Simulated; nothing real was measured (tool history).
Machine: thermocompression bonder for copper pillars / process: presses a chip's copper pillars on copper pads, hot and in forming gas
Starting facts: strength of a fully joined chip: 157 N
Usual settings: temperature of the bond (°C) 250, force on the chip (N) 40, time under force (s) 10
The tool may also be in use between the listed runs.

run	hour	temperature of the bond (°C)	force on the chip (N)	time under force (s)	force that shears a chip off (N)
1	0	250	40	10	47.5
2	10.1	250	40	10	48.2
3	28.1	269	40	10	62.4
4	47.2	269	40	10	62.1
5	60.1	250	40	10	47.6
6	72.1	250	40	9	45.6
7	85.3	250	40	9	45.3
8	95.4	250	40	9	45.4
9	119.4	250	40	9	48.1
10	132.9	250	40	10	49.5
11	146.2	250	40	10	49.2
12	163	250	40	15	57.8
13	174.8	249	40	10	48.6
14	189.7	249	40	10	47.9
15	203.1	250	40	10	49.6
16	220.7	250	40	10	49.3
17	240.7	250	25	22	44.3
18	254.8	227	40	10	32.5
19	273.8	227	40	10	33.5
20	285	227	40	10	32.8
21	300.2	227	40	13	36.5
22	321.2	276	40	17	92
23	340.6	222	43	6	30.8
24	360.4	230	39	10	39.5
25	370.7	250	40	17	67.3
26	388.7	240	59	7	56.9
27	401	240	59	7	57.6
28	413.8	243	46	10	56.2
29	428	224	48	14	48.3
30	442.4	236	47	15	60.4
31	453	279	34	16	82.1

Withheld: 2 entries from between the runs. Position of each, and hidden state at the listed run before versus the listed run after:
In the gap between runs 8 and 9: forming gas filter changed (hour 109.6)
  true temperature of the bond over the reading, C: -8.6 -> -8.7; force that reaches the chip, % of what is set: 99.3 -> 99.2; oxide that the forming gas leaves, % of the face: 5.75 -> 0.67
  measured less the result without the state, force that shears a chip off (N): -9.4 -> -7.1
In the gap between runs 21 and 22: heater calibrated with a thermocouple chip (hour 306.4)
  true temperature of the bond over the reading, C: -9.3 -> -0.5; oxide that the forming gas leaves, % of the face: 1.74 -> 1.85
  measured less the result without the state, force that shears a chip off (N): -7.5 -> -2.3
